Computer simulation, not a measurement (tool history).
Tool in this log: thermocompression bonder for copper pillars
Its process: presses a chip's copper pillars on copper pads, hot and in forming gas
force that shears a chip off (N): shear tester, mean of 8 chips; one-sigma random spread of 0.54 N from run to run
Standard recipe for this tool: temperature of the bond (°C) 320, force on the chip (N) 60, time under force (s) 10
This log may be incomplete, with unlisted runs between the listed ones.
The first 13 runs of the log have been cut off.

run	day	temperature of the bond (°C)	force on the chip (N)	time under force (s)	hours of work since the heater was calibrated	hours of work since the force cell was calibrated	hours of work since the gas filter was changed	force that shears a chip off (N)
14	21.350	348	60	10	85	1418	278	109.1
# day 22.188: force cell calibrated
15	23.446	348	60	10	118	21	312	105.7
16	25.192	346	60	10	147	50	341	102.6
17	27.842	320	50	10	191	94	385	77.4
18	30.142	310	60	10	230	132	423	80.5
# day 30.454: heater calibrated with a thermocouple chip, once more
19	31.575	310	60	10	19	154	445	73.5
20	33.121	293	45	10	44	180	471	49.7
# day 34.217: forming gas filter changed
21	34.217	300	60	6	62	198	0	61.0
22	35.421	300	60	6	82	218	20	58.8
23	37.846	327	60	25	122	258	60	116.1
24	39.242	349	41	9	146	281	83	80.9
25	41.246	349	41	9	179	315	117	82.1

For run 26, what comes out?
26	42.746	349	41	24	204	340	142	?

Run 26 gave force that shears a chip off (N) 108.9.
With the hidden condition absent and the run-to-run variation left alone, this run would have shown force that shears a chip off (N) 109.2.
